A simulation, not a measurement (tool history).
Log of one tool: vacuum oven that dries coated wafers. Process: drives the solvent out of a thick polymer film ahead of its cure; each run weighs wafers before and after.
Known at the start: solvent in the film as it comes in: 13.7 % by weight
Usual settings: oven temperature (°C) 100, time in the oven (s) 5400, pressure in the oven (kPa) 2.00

Run 1, hour 0.0: usual settings. Result: solvent left in the film (%) 3.25.
Run 2, hour 11.4: usual settings. Result: solvent left in the film (%) 3.25.
Run 3, hour 23.4: usual settings. Result: solvent left in the film (%) 3.18.
Run 4, hour 33.7: usual settings but oven temperature (°C) 105. Result: solvent left in the film (%) 2.32.
Run 5, hour 43.4: usual settings but pressure in the oven (kPa) 2.80. Result: solvent left in the film (%) 3.69.
Run 6, hour 51.0: usual settings but time in the oven (s) 5280. Result: solvent left in the film (%) 3.27.
Run 7, hour 57.0: usual settings but pressure in the oven (kPa) 2.21. Result: solvent left in the film (%) 3.32.
Run 8, hour 69.1: usual settings but pressure in the oven (kPa) 2.21. Result: solvent left in the film (%) 3.30.
Run 9, hour 79.3: usual settings but pressure in the oven (kPa) 2.21. Result: solvent left in the film (%) 3.27.
Run 10, hour 86.2: usual settings but pressure in the oven (kPa) 2.21. Result: solvent left in the film (%) 3.36.
Run 11, hour 92.4: usual settings. Result: solvent left in the film (%) 3.22.
Run 12, hour 105.4: usual settings. Result: solvent left in the film (%) 3.11.
Run 13, hour 112.2: usual settings. Result: solvent left in the film (%) 3.31.
Run 14, hour 118.6: usual settings. Result: solvent left in the film (%) 3.14.
Run 15, hour 131.3: usual settings. Result: solvent left in the film (%) 3.27.
Run 16, hour 141.1: usual settings. Result: solvent left in the film (%) 3.13.
Run 17, hour 154.2: usual settings. Result: solvent left in the film (%) 3.23.
Run 18, hour 161.7: usual settings. Result: solvent left in the film (%) 3.22.
Run 19, hour 169.3: usual settings. Result: solvent left in the film (%) 3.25.
Run 20, hour 181.1: usual settings but pressure in the oven (kPa) 2.68. Result: solvent left in the film (%) 3.54.
Run 21, hour 189.3: usual settings but pressure in the oven (kPa) 2.68. Result: solvent left in the film (%) 3.60.
Run 22, hour 200.6: usual settings but pressure in the oven (kPa) 2.68. Result: solvent left in the film (%) 3.51.
Run 23, hour 213.8: usual settings but pressure in the oven (kPa) 2.68. Result: solvent left in the film (%) 3.64.
Run 24, hour 222.1: usual settings but pressure in the oven (kPa) 2.68. Result: solvent left in the film (%) 3.65.
Run 25, hour 230.4: usual settings but pressure in the oven (kPa) 2.68. Result: solvent left in the film (%) 3.63.
Run 26, hour 241.0: usual settings but pressure in the oven (kPa) 2.68. Result: solvent left in the film (%) 3.56.
Run 27, hour 252.4: usual settings but pressure in the oven (kPa) 2.68. Result: solvent left in the film (%) 3.59.
Run 28, hour 259.7: usual settings but oven temperature (°C) 108, time in the oven (s) 8460. Result: solvent left in the film (%) 1.22.
Run 29, hour 267.5: usual settings but oven temperature (°C) 87, time in the oven (s) 9660. Result: solvent left in the film (%) 4.29.
Run 30, hour 276.9: usual settings but oven temperature (°C) 99, time in the oven (s) 3000. Result: solvent left in the film (%) 5.40.
Run 31, hour 282.6: usual settings but oven temperature (°C) 88, time in the oven (s) 4620, pressure in the oven (kPa) 1.73. Result: solvent left in the film (%) 6.38.
Run 32, hour 291.7: usual settings but oven temperature (°C) 95, time in the oven (s) 4620, pressure in the oven (kPa) 1.73. Result: solvent left in the film (%) 4.69.
Run 33, hour 305.4: usual settings but oven temperature (°C) 88, pressure in the oven (kPa) 2.75. Result: solvent left in the film (%) 6.32.
Run 34, hour 312.7: usual settings but oven temperature (°C) 88, pressure in the oven (kPa) 2.75. Result: solvent left in the film (%) 6.50.
Run 35, hour 323.7: usual settings but time in the oven (s) 8340, pressure in the oven (kPa) 6.45. Result: solvent left in the film (%) 4.70.
Run 36, hour 334.0: usual settings but time in the oven (s) 6000, pressure in the oven (kPa) 6.31. Result: solvent left in the film (%) 5.28.
Run 37, hour 344.4: usual settings but time in the oven (s) 6000, pressure in the oven (kPa) 6.31. Result: solvent left in the film (%) 5.40.
Run 38, hour 350.3: usual settings but time in the oven (s) 6000, pressure in the oven (kPa) 6.31. Result: solvent left in the film (%) 5.14.
Run 39, hour 362.8: usual settings but time in the oven (s) 6000, pressure in the oven (kPa) 6.31. Result: solvent left in the film (%) 5.32.
Run 40, hour 369.0: usual settings but time in the oven (s) 9300, pressure in the oven (kPa) 3.53. Result: solvent left in the film (%) 2.85.

3 ways to go on from here, each from the tool as it stands after run 40. What would each give?
Run A, hour 375.9: usual settings but time in the oven (s) 4680, pressure in the oven (kPa) 5.01. Result: solvent left in the film (%) ?.
Run B, hour 375.9: usual settings but time in the oven (s) 5100, pressure in the oven (kPa) 3.13. Result: solvent left in the film (%) ?.
Run C, hour 375.9: usual settings but time in the oven (s) 4740, pressure in the oven (kPa) 7.79. Result: solvent left in the film (%) ?.

run  solvent left in the film (%)
  A                          5.28
  B                          4.11
  C                          6.58
Without the tool's hidden state the same runs would have given:
run  solvent left in the film (%)
  A                          5.48
  B                          4.28
  C                          6.80

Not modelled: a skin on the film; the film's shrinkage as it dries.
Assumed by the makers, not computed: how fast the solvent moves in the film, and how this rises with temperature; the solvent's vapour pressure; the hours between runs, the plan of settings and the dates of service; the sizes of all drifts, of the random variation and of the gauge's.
